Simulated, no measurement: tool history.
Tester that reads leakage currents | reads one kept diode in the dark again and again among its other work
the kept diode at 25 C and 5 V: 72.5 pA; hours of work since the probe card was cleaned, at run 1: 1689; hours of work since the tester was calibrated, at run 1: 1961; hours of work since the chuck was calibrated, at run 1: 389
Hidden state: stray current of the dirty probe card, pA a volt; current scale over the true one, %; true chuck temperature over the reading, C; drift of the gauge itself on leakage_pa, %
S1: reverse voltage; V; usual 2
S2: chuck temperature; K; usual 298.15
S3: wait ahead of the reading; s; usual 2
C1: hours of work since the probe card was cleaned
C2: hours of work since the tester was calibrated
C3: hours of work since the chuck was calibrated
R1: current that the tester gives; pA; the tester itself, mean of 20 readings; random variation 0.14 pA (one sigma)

{"run": 1, "hour": 0.0, "S1": 2, "S2": 298.15, "S3": 2, "C1": 1689, "C2": 1961, "C3": 389, "R1": 41.92}
{"run": 2, "hour": 84.7, "S1": 2, "S2": 298.15, "S3": 2, "C1": 1738, "C2": 2010, "C3": 438, "R1": 41.83}
{"run": 3, "hour": 209.2, "S1": 2, "S2": 298.15, "S3": 2, "C1": 1811, "C2": 2083, "C3": 510, "R1": 41.42}
{"run": 4, "hour": 339.7, "S1": 2, "S2": 298.15, "S3": 2, "C1": 1886, "C2": 2159, "C3": 586, "R1": 41.22}
{"run": 5, "hour": 453.9, "S1": 2, "S2": 298.15, "S3": 2, "C1": 1953, "C2": 2225, "C3": 653, "R1": 40.85}
{"run": 6, "hour": 524.8, "S1": 2, "S2": 298.15, "S3": 2, "C1": 1994, "C2": 2266, "C3": 694, "R1": 40.68}
{"run": 7, "hour": 589.0, "S1": 2, "S2": 298.15, "S3": 7.19, "C1": 2031, "C2": 2303, "C3": 731, "R1": 40.43}
{"run": 8, "hour": 682.1, "S1": 2, "S2": 298.15, "S3": 7.19, "C1": 2085, "C2": 2357, "C3": 785, "R1": 40.37}
{"run": 9, "hour": 804.7, "S1": 3.14, "S2": 296.15, "S3": 0.54, "C1": 2156, "C2": 2429, "C3": 856, "R1": 44.91}
{"run": 10, "hour": 916.3, "S1": 4.53, "S2": 298.15, "S3": 5.42, "C1": 2221, "C2": 2493, "C3": 921, "R1": 66.42}
{"run": 11, "hour": 1019.4, "S1": 3.41, "S2": 302.15, "S3": 4.74, "C1": 2281, "C2": 2553, "C3": 981, "R1": 77.96}
{"hour": 1030.0, "done": "chuck's temperature calibrated"}
{"run": 12, "hour": 1095.3, "S1": 8.56, "S2": 309.15, "S3": 7.91, "C1": 2324, "C2": 2596, "C3": 38, "R1": 242.6}

Forecast run 13:
{"run": 13, "hour": 1169.6, "S1": 12.92, "S2": 293.15, "S3": 0.81, "C1": 2367, "C2": 2639, "C3": 81, "R1": "?"}

R1: 86.34 pA
Without the tool's hidden state the same run would have given R1 80.01 pA.
